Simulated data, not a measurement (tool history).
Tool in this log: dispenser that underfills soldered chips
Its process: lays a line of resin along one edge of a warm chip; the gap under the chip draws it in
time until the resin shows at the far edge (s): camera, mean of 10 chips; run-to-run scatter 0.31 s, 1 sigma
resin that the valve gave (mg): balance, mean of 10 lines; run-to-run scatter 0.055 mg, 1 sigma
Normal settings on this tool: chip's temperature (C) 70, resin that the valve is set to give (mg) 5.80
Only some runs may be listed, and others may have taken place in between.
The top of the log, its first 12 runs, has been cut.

| run | hour | chip's temperature (C) | resin that the valve is set to give (mg) | time until the resin shows at the far edge (s) | resin that the valve gave (mg) |
|---|---|---|---|---|---|
| 13 | 102.9 | 70 | 5.80 | 15.3 | 5.46 |
|  | 104.3 | new syringe of resin |
| 14 | 109.8 | 70 | 5.80 | 10.5 | 5.42 |
| 15 | 118.7 | 70 | 5.80 | 14.3 | 5.44 |
|  | 121.0 | new syringe of resin |
|  | 123.9 | dispensing valve cleaned and set on the balance |
| 16 | 128.3 | 70 | 5.80 | 11.0 | 5.89 |
|  | 138.6 | new syringe of resin |
| 17 | 139.7 | 70 | 5.80 | 8.6 | 5.73 |
| 18 | 147.9 | 58 | 5.80 | 19.6 | 5.77 |
| 19 | 153.2 | 77 | 5.80 | 11.8 | 5.84 |
|  | 155.1 | new syringe of resin |
| 20 | 159.8 | 68 | 5.80 | 11.1 | 5.66 |
| 21 | 169.2 | 81 | 5.81 | 9.2 | 5.65 |
|  | 171.9 | new syringe of resin |
| 22 | 178.3 | 63 | 6.51 | 14.2 | 6.22 |
| 23 | 183.3 | 66 | 6.51 | 15.3 | 6.25 |
|  | 189.1 | new syringe of resin |
| 24 | 189.3 | 66 | 6.51 | 9.5 | 6.42 |
| 25 | 201.0 | 60 | 6.19 | 19.2 | 5.98 |
|  | 205.4 | new syringe of resin |
| 26 | 210.9 | 60 | 6.19 | 15.6 | 5.92 |
| 27 | 216.1 | 60 | 6.19 | 19.0 | 5.84 |
|  | 221.9 | new syringe of resin |
| 28 | 223.0 | 59 | 6.34 | 13.7 | 6.16 |
| 29 | 228.9 | 75 | 5.40 | 9.0 | 5.07 |
| 30 | 234.3 | 66 | 5.46 | 15.7 | 5.06 |
|  | 238.8 | new syringe of resin |
| 31 | 242.5 | 66 | 5.46 | 11.7 | 5.08 |
| 32 | 250.9 | 56 | 5.46 | 24.2 | 5.09 |

Here are 4 independent what-if runs from the current tool condition. What would each one return?
|  | 255.3 | dispensing valve cleaned and set on the balance |
|  | 256.2 | new syringe of resin |
| A | 259.3 | 76 | 7.25 | ? | ? |
|  | 255.3 | dispensing valve cleaned and set on the balance |
|  | 256.2 | new syringe of resin |
| B | 259.3 | 72 | 5.80 | ? | ? |
|  | 255.3 | dispensing valve cleaned and set on the balance |
|  | 256.2 | new syringe of resin |
| C | 259.3 | 56 | 4.99 | ? | ? |
|  | 255.3 | dispensing valve cleaned and set on the balance |
|  | 256.2 | new syringe of resin |
| D | 259.3 | 59 | 5.80 | ? | ? |

| run | time until the resin shows at the far edge (s) | resin that the valve gave (mg) |
|---|---|---|
| A | 7.6 | 7.30 |
| B | 8.9 | 5.77 |
| C | 17.1 | 4.99 |
| D | 14.6 | 5.83 |
Without the tool's unlogged condition, the same runs would have read:
| run | time until the resin shows at the far edge (s) | resin that the valve gave (mg) |
|---|---|---|
| A | 7.0 | 7.32 |
| B | 8.1 | 5.78 |
| C | 15.7 | 5.01 |
| D | 13.4 | 5.84 |
